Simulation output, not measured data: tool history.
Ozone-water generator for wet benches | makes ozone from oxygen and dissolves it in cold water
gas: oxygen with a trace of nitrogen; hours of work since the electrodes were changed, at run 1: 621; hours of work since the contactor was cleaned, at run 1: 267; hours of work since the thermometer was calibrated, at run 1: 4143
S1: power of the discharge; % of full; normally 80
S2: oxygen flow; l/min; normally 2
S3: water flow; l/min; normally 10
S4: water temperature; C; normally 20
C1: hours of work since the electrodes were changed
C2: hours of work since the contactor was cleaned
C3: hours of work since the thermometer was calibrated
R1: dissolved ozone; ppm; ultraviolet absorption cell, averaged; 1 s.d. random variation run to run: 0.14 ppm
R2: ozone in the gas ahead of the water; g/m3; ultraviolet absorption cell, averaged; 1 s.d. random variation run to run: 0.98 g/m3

run	hour	S1	S2	S3	S4	C1	C2	C3	R1	R2
1	0	80	2	10	20	621	267	4143	17.4	168.3
2	68.7	80	2	10	20	676	322	4199	17.4	171
3	136.4	80	2	10	20	731	377	4253	17.6	170.3
4	176.2	80	2	9	20	763	409	4285	18.9	171
5	244.4	80	2	9	20	818	464	4340	19	170
6	299.8	80	2	9	20	863	509	4385	19	169.9
7	365.9	80	2	9	20	916	562	4438	19	170.9
8	410.9	80	1.1	10	20	952	598	4475	15.8	230.6
9	460.6	80	1.1	10	20	993	639	4515	15.7	233.4
10	522.2	80	2	10	18	1042	688	4564	17.9	170.8
# hour 539: water thermometer calibrated
11	564.1	80	2	8	20	1076	722	20	20.4	170.4
12	603.1	80	2	8	23	1107	753	52	19.8	173
13	670.7	80	2	7	23	1162	808	106	21.5	171.3
14	714.8	80	2	7	23	1197	843	142	21.9	172.9
15	759	80	2	7	23	1233	879	177	21.7	174
16	790.5	80	2	10	20	1258	904	203	17.3	172
17	826.1	44	2.35	10	20	1287	933	232	11.1	101.8
18	867.5	52	1.1	6	14	1320	966	265	19	167.8
19	908.7	80	2	11	13	1354	1000	298	17	173.2
20	946.8	80	2	11	13	1384	1030	329	17.3	172.7
21	1005.5	80	2	11	13	1432	1078	376	17.2	174
22	1068.4	73	2	15	20	1482	1128	427	11	162.1
23	1107.2	73	2	15	20	1514	1160	458	11.1	162.8
24	1157.9	58	1.12	8	20	1555	1201	499	15	183
25	1195.5	80	2.36	10	20	1585	1231	530	17.6	159.7
26	1262.5	80	2.36	10	20	1639	1285	584	17.6	159.4
# hour 1276.4: gauge calibrated
27	1330.5	80	1.84	13	20	1694	1340	638	13.7	175.7
28	1397.2	80	1.84	13	20	1748	1394	692	13.8	177.3
29	1444.3	80	1.84	13	20	1786	1432	730	13.7	177.5
30	1489.8	80	2.14	7	20	1822	1468	767	22.8	167
31	1534.2	80	2.1	7	22	1858	1504	803	22.1	166
32	1574.7	92	2.1	14	22	1891	1537	835	14	183.7

Branching from run 32: 5 alternative next runs. What would each branch give?
A	1624.1	92	2.1	14	22	1931	1577	875	?	?
B	1624.1	92	1.04	14	13	1931	1577	875	?	?
C	1624.1	74	2.08	10	20	1931	1577	875	?	?
D	1624.1	92	1.95	6	22	1931	1577	875	?	?
E	1624.1	92	2.1	11	22	1931	1577	875	?	?

run	R1	R2
A	14	184
B	12.8	264.1
C	16.5	157.3
D	27	190.9
E	17.4	184.9
Had the tool no hidden state, the same runs would have come out as:
run	R1	R2
A	14	182.6
B	12.9	262.1
C	16.5	156.1
D	27	189.5
E	17.4	183.5

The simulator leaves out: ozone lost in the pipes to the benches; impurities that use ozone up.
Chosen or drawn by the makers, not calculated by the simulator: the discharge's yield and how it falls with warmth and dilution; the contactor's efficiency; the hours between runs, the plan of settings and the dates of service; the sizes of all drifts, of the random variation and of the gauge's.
